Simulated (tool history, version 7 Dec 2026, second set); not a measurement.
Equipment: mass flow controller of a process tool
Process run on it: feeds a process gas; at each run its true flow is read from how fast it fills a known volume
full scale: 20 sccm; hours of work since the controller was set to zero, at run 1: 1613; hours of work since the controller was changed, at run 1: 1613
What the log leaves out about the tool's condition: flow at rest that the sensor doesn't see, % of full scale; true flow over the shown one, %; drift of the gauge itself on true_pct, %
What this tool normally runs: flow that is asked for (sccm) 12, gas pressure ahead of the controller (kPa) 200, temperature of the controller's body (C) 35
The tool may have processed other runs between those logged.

run	hour	flow that is asked for (sccm)	gas pressure ahead of the controller (kPa)	temperature of the controller's body (C)	hours of work since the controller was set to zero	hours of work since the controller was changed	true flow (%)
1	0.0	12	200	35	1613	1613	101.60
2	50.3	12	200	35	1647	1647	101.65
3	87.0	12	200	35	1672	1672	101.63
4	137.0	12	200	35	1705	1705	101.74
5	201.7	12	200	26	1749	1749	101.23
6	263.0	12	200	26	1790	1790	101.10
7	346.1	12	200	22	1845	1845	100.94
8	388.9	5	200	35	1874	1874	101.68
# hour 395.7: controller's zero set anew
9	433.7	4	200	35	25	1904	102.42
10	496.5	4	200	35	68	1946	102.48
11	546.6	12	165	35	101	1979	102.22
12	585.1	12	165	35	127	2005	102.23
13	662.3	12	165	35	179	2057	102.30
# hour 715.7: controller's zero set anew, once more
14	725.8	9	200	35	7	2099	101.30
15	789.9	9	200	35	50	2142	101.42
16	865.2	9	200	35	100	2193	101.40
17	922.5	9	200	35	139	2231	101.39
18	1011.5	9	200	35	198	2291	101.49
19	1059.9	12	219	35	231	2323	101.85
20	1117.9	11	234	35	270	2362	101.83
21	1186.2	7	200	30	315	2408	101.03
22	1242.3	12	271	20	353	2445	100.97
23	1326.9	12	151	31	410	2502	101.74
24	1402.9	3	150	31	460	2553	100.95
25	1472.1	3	150	31	507	2599	101.16
26	1535.4	3	150	31	549	2642	101.23
27	1575.9	2	180	38	576	2669	102.06

Alternative continuations, all from the tool just after run 27; predict every row:
A	1651.7	12	191	35	627	2720	?
B	1651.7	2	146	28	627	2720	?
C	1651.7	10	181	21	627	2720	?
D	1651.7	2	165	21	627	2720	?
E	1651.7	12	200	38	627	2720	?

run	true flow (%)
A	102.25
B	101.29
C	101.07
D	100.90
E	102.57
With no hidden state in the tool, these same runs would have given:
run	true flow (%)
A	99.60
B	97.74
C	98.37
D	97.35
E	99.91

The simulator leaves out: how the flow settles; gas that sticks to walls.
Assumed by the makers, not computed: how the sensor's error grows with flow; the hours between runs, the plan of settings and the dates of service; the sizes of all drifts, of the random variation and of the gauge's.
